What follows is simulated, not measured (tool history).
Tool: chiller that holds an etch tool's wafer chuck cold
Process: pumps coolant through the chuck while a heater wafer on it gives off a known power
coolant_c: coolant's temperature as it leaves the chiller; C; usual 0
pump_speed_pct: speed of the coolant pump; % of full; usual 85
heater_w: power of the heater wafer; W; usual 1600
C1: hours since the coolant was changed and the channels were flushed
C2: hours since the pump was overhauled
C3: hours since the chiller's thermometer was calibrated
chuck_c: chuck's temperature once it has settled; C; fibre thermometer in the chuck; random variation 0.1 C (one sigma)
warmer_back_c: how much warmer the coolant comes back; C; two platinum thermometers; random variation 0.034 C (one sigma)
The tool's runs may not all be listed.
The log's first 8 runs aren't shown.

{"run": 9, "hour": 294.8, "coolant_c": 0, "pump_speed_pct": 85, "heater_w": 1600, "C1": 1426, "C2": 544, "C3": 2274, "chuck_c": 10.4, "warmer_back_c": 5.75}
{"run": 10, "hour": 338.1, "coolant_c": 2, "pump_speed_pct": 85, "heater_w": 1600, "C1": 1469, "C2": 587, "C3": 2318, "chuck_c": 12.5, "warmer_back_c": 5.73}
{"run": 11, "hour": 387.8, "coolant_c": 3, "pump_speed_pct": 85, "heater_w": 1600, "C1": 1519, "C2": 637, "C3": 2367, "chuck_c": 13.4, "warmer_back_c": 5.73}
{"run": 12, "hour": 425.6, "coolant_c": 3, "pump_speed_pct": 85, "heater_w": 1600, "C1": 1557, "C2": 674, "C3": 2405, "chuck_c": 13.3, "warmer_back_c": 5.78}
{"run": 13, "hour": 455.3, "coolant_c": 0, "pump_speed_pct": 82, "heater_w": 1600, "C1": 1587, "C2": 704, "C3": 2435, "chuck_c": 10.8, "warmer_back_c": 6.02}
{"run": 14, "hour": 496.5, "coolant_c": 0, "pump_speed_pct": 82, "heater_w": 1600, "C1": 1628, "C2": 745, "C3": 2476, "chuck_c": 10.6, "warmer_back_c": 6.06}
{"run": 15, "hour": 529.8, "coolant_c": 0, "pump_speed_pct": 74, "heater_w": 1600, "C1": 1661, "C2": 779, "C3": 2509, "chuck_c": 11.4, "warmer_back_c": 6.76}
{"run": 16, "hour": 579.1, "coolant_c": 0, "pump_speed_pct": 82, "heater_w": 1600, "C1": 1710, "C2": 828, "C3": 2559, "chuck_c": 10.8, "warmer_back_c": 6.13}
{"run": 17, "hour": 622.6, "coolant_c": 0, "pump_speed_pct": 82, "heater_w": 1600, "C1": 1754, "C2": 871, "C3": 2602, "chuck_c": 10.7, "warmer_back_c": 6.15}
{"run": 18, "hour": 666.4, "coolant_c": -5, "pump_speed_pct": 77, "heater_w": 839, "C1": 1798, "C2": 915, "C3": 2646, "chuck_c": 0.9, "warmer_back_c": 3.59}
{"run": 19, "hour": 691.6, "coolant_c": -5, "pump_speed_pct": 77, "heater_w": 839, "C1": 1823, "C2": 940, "C3": 2671, "chuck_c": 0.8, "warmer_back_c": 3.57}
{"hour": 721.4, "done": "gauge calibrated"}
{"run": 20, "hour": 734.3, "coolant_c": 0, "pump_speed_pct": 99, "heater_w": 1734, "C1": 1866, "C2": 983, "C3": 2714, "chuck_c": 10.2, "warmer_back_c": 5.23}
{"run": 21, "hour": 776.1, "coolant_c": 0, "pump_speed_pct": 99, "heater_w": 1734, "C1": 1907, "C2": 1025, "C3": 2756, "chuck_c": 10.2, "warmer_back_c": 5.22}
{"run": 22, "hour": 802.1, "coolant_c": 0, "pump_speed_pct": 99, "heater_w": 1734, "C1": 1933, "C2": 1051, "C3": 2782, "chuck_c": 10.3, "warmer_back_c": 5.25}
{"run": 23, "hour": 835.1, "coolant_c": 6, "pump_speed_pct": 82, "heater_w": 1886, "C1": 1966, "C2": 1084, "C3": 2815, "chuck_c": 18.8, "warmer_back_c": 6.94}
{"run": 24, "hour": 884.8, "coolant_c": 3, "pump_speed_pct": 97, "heater_w": 1600, "C1": 2016, "C2": 1134, "C3": 2864, "chuck_c": 12.6, "warmer_back_c": 4.97}
{"run": 25, "hour": 914.6, "coolant_c": 3, "pump_speed_pct": 78, "heater_w": 1600, "C1": 2046, "C2": 1163, "C3": 2894, "chuck_c": 14.1, "warmer_back_c": 6.27}
{"run": 26, "hour": 965.6, "coolant_c": 3, "pump_speed_pct": 85, "heater_w": 1494, "C1": 2097, "C2": 1214, "C3": 2945, "chuck_c": 12.8, "warmer_back_c": 5.33}
{"run": 27, "hour": 1000.0, "coolant_c": 0, "pump_speed_pct": 96, "heater_w": 1600, "C1": 2131, "C2": 1249, "C3": 2980, "chuck_c": 9.5, "warmer_back_c": 5.03}
{"run": 28, "hour": 1039.4, "coolant_c": 2, "pump_speed_pct": 83, "heater_w": 1320, "C1": 2171, "C2": 1288, "C3": 3019, "chuck_c": 10.9, "warmer_back_c": 4.87}
{"run": 29, "hour": 1064.0, "coolant_c": 0, "pump_speed_pct": 80, "heater_w": 1969, "C1": 2195, "C2": 1313, "C3": 3044, "chuck_c": 13.4, "warmer_back_c": 7.57}
{"run": 30, "hour": 1110.7, "coolant_c": 0, "pump_speed_pct": 80, "heater_w": 1969, "C1": 2242, "C2": 1360, "C3": 3090, "chuck_c": 13.3, "warmer_back_c": 7.52}
{"run": 31, "hour": 1156.2, "coolant_c": 10, "pump_speed_pct": 61, "heater_w": 860, "C1": 2288, "C2": 1405, "C3": 3136, "chuck_c": 17, "warmer_back_c": 4.51}

5 ways to go on from here, each from the tool as it stands after run 31. What would each give?
{"hour": 1163.9, "done": "gauge calibrated"}
{"run": "A", "hour": 1200.1, "coolant_c": 10, "pump_speed_pct": 85, "heater_w": 860, "C1": 2331, "C2": 1449, "C3": 3180, "chuck_c": "?", "warmer_back_c": "?"}
{"hour": 1163.9, "done": "gauge calibrated"}
{"run": "B", "hour": 1200.1, "coolant_c": 5, "pump_speed_pct": 87, "heater_w": 1600, "C1": 2331, "C2": 1449, "C3": 3180, "chuck_c": "?", "warmer_back_c": "?"}
{"hour": 1163.9, "done": "gauge calibrated"}
{"run": "C", "hour": 1200.1, "coolant_c": 8, "pump_speed_pct": 61, "heater_w": 991, "C1": 2331, "C2": 1449, "C3": 3180, "chuck_c": "?", "warmer_back_c": "?"}
{"hour": 1163.9, "done": "gauge calibrated"}
{"run": "D", "hour": 1200.1, "coolant_c": 10, "pump_speed_pct": 61, "heater_w": 2028, "C1": 2331, "C2": 1449, "C3": 3180, "chuck_c": "?", "warmer_back_c": "?"}
{"hour": 1163.9, "done": "gauge calibrated"}
{"run": "E", "hour": 1200.1, "coolant_c": 0, "pump_speed_pct": 85, "heater_w": 886, "C1": 2331, "C2": 1449, "C3": 3180, "chuck_c": "?", "warmer_back_c": "?"}

run=A chuck_c=15.6 warmer_back_c=3.03
run=B chuck_c=15.2 warmer_back_c=5.46
run=C chuck_c=16.1 warmer_back_c=4.91
run=D chuck_c=26.7 warmer_back_c=10.04
run=E chuck_c=5.9 warmer_back_c=3.15
Without the tool's hidden state the same runs would have given:
run=A chuck_c=15.6 warmer_back_c=3.01
run=B chuck_c=15.1 warmer_back_c=5.44
run=C chuck_c=16.1 warmer_back_c=4.88
run=D chuck_c=26.6 warmer_back_c=10.01
run=E chuck_c=5.8 warmer_back_c=3.13
